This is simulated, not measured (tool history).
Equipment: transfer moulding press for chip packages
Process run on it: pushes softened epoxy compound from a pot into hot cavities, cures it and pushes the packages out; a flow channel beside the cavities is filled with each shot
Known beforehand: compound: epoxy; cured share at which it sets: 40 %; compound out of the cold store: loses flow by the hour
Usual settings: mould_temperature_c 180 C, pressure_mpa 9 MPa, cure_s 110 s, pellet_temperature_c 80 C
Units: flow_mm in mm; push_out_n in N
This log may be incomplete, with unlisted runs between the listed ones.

run,hour,mould_temperature_c,pressure_mpa,cure_s,pellet_temperature_c,incoming compound's hours out of the cold store,flow_mm,push_out_n
1,0,180,9,110,80,9,803,410
2,22.1,180,9,110,82,38.2,748,411
3,36.8,180,8.82,110,82,24.3,772,428
# hour 42.1: cavities cleaned with cleaning compound and waxed
4,64,180,8.82,110,82,47.2,745,288
5,75.9,187,9,110,80,10.3,766,277
6,100.2,180,9,110,80,25.6,771,369
7,124,180,10.21,110,80,33.2,795,384
8,139.3,180,10.21,110,80,29.9,803,407
9,153.5,180,10.21,110,80,44.4,787,399
# hour 182.8: cavities cleaned with cleaning compound and waxed
10,183.1,177,10.21,110,80,28,814,240
11,211.3,177,10.21,110,80,38.4,795,334
12,228.5,175,10.21,110,80,41.3,799,412
13,248.1,177,10.21,90,80,40.3,783,599
14,261.4,187,10.85,138,77,34.8,795,359
15,278,180,10.35,94,88,47.7,769,492
16,295.3,180,7.4,109,90,15.9,696,431
17,315.9,180,7.4,109,90,16.3,691,448
# hour 321.1: cavities cleaned with cleaning compound and waxed
# hour 325.1: plunger's sealing rings changed
18,341.8,180,7.4,102,72,24.9,727,290
19,364.8,178,9,110,74,34.4,797,353
20,376.9,180,9,110,85,11.9,821,359
21,390.9,176,9.71,94,80,10.4,871,605
22,407.4,182,9,110,80,47.2,756,382
23,420.6,180,6.83,125,85,20.6,702,381

5 options for the next run, each taken on its own from the tool as it stands now. Forecast them:
A,438.7,175,9,129,80,15.6,?,?
B,438.7,173,10.45,110,70,15.8,?,?
C,438.7,176,9.86,125,88,30.1,?,?
D,438.7,181,6.83,125,77,34.9,?,?
E,438.7,180,6.83,125,78,33.7,?,?

run,flow_mm,push_out_n
A,832,436
B,908,627
C,838,433
D,678,390
E,678,403
Had the tool no hidden state, the same runs would have come out as:
run,flow_mm,push_out_n
A,846,218
B,924,319
C,852,216
D,690,191
E,690,194
